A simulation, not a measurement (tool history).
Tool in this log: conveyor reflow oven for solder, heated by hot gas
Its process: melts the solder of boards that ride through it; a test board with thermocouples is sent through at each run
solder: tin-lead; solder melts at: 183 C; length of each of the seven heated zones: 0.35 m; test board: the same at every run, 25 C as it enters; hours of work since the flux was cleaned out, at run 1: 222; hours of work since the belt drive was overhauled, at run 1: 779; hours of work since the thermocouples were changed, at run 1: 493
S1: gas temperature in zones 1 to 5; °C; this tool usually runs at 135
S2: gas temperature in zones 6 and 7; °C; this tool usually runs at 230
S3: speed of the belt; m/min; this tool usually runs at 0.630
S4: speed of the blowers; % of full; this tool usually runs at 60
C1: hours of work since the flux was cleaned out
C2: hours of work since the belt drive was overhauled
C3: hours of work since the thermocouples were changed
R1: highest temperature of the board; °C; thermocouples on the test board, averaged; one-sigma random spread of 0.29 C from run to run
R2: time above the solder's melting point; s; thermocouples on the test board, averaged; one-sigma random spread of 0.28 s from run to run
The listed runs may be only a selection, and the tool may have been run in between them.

run    hour   S1   S2     S3  S4   C1    C2   C3     R1    R2
  1     0.0  135  230  0.630  60  222   779  493  212.1  44.9
  2    31.4  135  230  0.630  78  235   792  506  216.4  49.1
  3    58.8  135  230  0.630  78  247   803  518  215.8  49.5
  4   116.5  135  230  0.630  78  271   828  542  216.2  49.3
  5   165.0  135  230  0.630  60  291   848  563  211.5  44.3
  6   213.0  135  230  0.630  60  312   868  583  210.9  44.6
  7   266.8  135  230  0.630  60  334   891  606  210.9  43.8
  8   314.5  135  230  0.631  60  354   911  626  210.8  43.7
  9   365.3  135  230  0.631  60  376   933  647  210.8  43.4
 10   419.4  135  230  0.631  60  399   955  670  210.4  43.1
 11   449.4  135  230  0.631  60  411   968  683  209.8  43.3
 12   477.8  144  230  0.630  60  423   980  695  212.1  48.1
 13   506.0  144  230  0.630  60  435   992  707  211.6  48.1
      540.3  -- flux residue cleaned out of gas plates and filters
 14   569.4  144  230  0.630  60   12  1017  731  216.4  52.3
 15   613.7  144  230  0.630  60   31  1035  750  216.0  51.7
 16   662.9  144  230  0.630  60   52  1056  771  215.7  51.6
 17   713.8  144  223  0.630  64   73  1078  792  211.2  48.3
 18   775.6  144  223  0.630  64   99  1104  818  210.8  48.4
 19   810.2  135  231  0.630  64  114  1118  833  215.8  49.1
 20   861.9  135  230  0.630  62  136  1140  855  214.3  48.0
 21   894.4  135  230  0.630  62  149  1154  868  214.2  47.7
 22   954.2  136  244  0.630  62  175  1179  894  226.1  55.8
 23  1009.1  130  230  0.592  60  198  1202  917  214.3  49.5
 24  1041.0  130  230  0.592  60  211  1216  930  214.5  49.7
 25  1094.1  130  230  0.592  60  234  1238  953  214.1  48.7
 26  1133.8  130  230  0.592  60  250  1255  969  213.9  49.4
 27  1174.7  135  230  0.641  60  268  1272  987  212.5  45.3
     1213.5  -- thermocouples of zones 6 and 7 changed
 28  1235.2  141  241  0.598  52  292  1297    9  221.0  56.4
 29  1273.7  132  230  0.630  81  309  1313   25  215.8  48.6
 30  1305.2  132  230  0.630  81  322  1326   39  215.5  48.3
 31  1333.9  132  244  0.511  81  334  1338   51  234.2  72.9

How the hidden state differs across the entries between the runs, from the last listed run before each to the first after it:
After run 13, before run 14: flux residue cleaned out of gas plates and filters (hour 540.3)
  heat that the gas passes to the board, % of a clean oven's: 80.8 -> 98.6; belt's true speed, % of the reading: 98.59 -> 98.56; true gas temperature in zones 6 and 7 over the reading, C: 1.22 -> 1.27
  measured minus no-state result, R1: -3.0 -> +1.2 °C; R2: -2.5 -> +1.7 s
After run 27, before run 28: thermocouples of zones 6 and 7 changed (hour 1213.5)
  heat that the gas passes to the board, % of a clean oven's: 87.9 -> 87; belt's true speed, % of the reading: 98.2 -> 98.17; true gas temperature in zones 6 and 7 over the reading, C: 1.81 -> 0.53
  measured minus no-state result, R1: -0.8 -> -1.7 °C; R2: -0.2 -> -0.2 s
